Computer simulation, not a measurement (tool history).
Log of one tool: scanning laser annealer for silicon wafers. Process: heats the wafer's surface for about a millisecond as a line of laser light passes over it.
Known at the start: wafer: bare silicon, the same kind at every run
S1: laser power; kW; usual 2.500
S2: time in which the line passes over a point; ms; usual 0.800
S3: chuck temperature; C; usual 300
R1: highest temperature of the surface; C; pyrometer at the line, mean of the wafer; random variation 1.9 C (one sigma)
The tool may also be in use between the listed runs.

run 1 hour=0.0 | S1=2.500 S2=0.800 S3=300 | R1=1101
run 2 hour=32.5 | S1=2.500 S2=0.800 S3=300 | R1=1104
run 3 hour=95.0 | S1=2.500 S2=0.832 S3=300 | R1=1117
run 4 hour=151.5 | S1=2.500 S2=0.832 S3=300 | R1=1119
run 5 hour=209.1 | S1=2.562 S2=0.800 S3=300 | R1=1120
run 6 hour=262.1 | S1=2.500 S2=0.800 S3=300 | R1=1104
run 7 hour=309.3 | S1=2.500 S2=0.800 S3=300 | R1=1101
run 8 hour=367.1 | S1=2.500 S2=0.800 S3=300 | R1=1105
-- hour=378.2 window over the wafer cleaned
run 9 hour=428.1 | S1=2.500 S2=0.800 S3=300 | R1=1099
run 10 hour=475.8 | S1=2.500 S2=0.800 S3=300 | R1=1104
run 11 hour=522.8 | S1=2.500 S2=0.589 S3=312 | R1=992
run 12 hour=561.3 | S1=2.500 S2=0.589 S3=312 | R1=997
run 13 hour=589.4 | S1=2.517 S2=0.800 S3=314 | R1=1120
run 14 hour=644.1 | S1=2.354 S2=0.709 S3=336 | R1=1043
run 15 hour=707.7 | S1=2.246 S2=0.800 S3=266 | R1=990
run 16 hour=736.6 | S1=2.659 S2=0.596 S3=300 | R1=1028
run 17 hour=765.1 | S1=2.555 S2=0.729 S3=315 | R1=1090
-- hour=778.6 optics aligned, line set to its width
run 18 hour=815.0 | S1=2.555 S2=0.729 S3=315 | R1=1094

4 ways to go on from here, each from the tool as it stands after run 18. What would each give?
run A hour=864.4 | S1=2.310 S2=0.967 S3=285 | R1=?
run B hour=864.4 | S1=2.688 S2=0.992 S3=325 | R1=?
run C hour=864.4 | S1=2.237 S2=0.666 S3=306 | R1=?
run D hour=864.4 | S1=2.353 S2=0.565 S3=315 | R1=?

run=A R1=1111
run=B R1=1293
run=C R1=961
run=D R1=942
Without the tool's hidden state the same runs would have given:
run=A R1=1111
run=B R1=1293
run=C R1=961
run=D R1=942
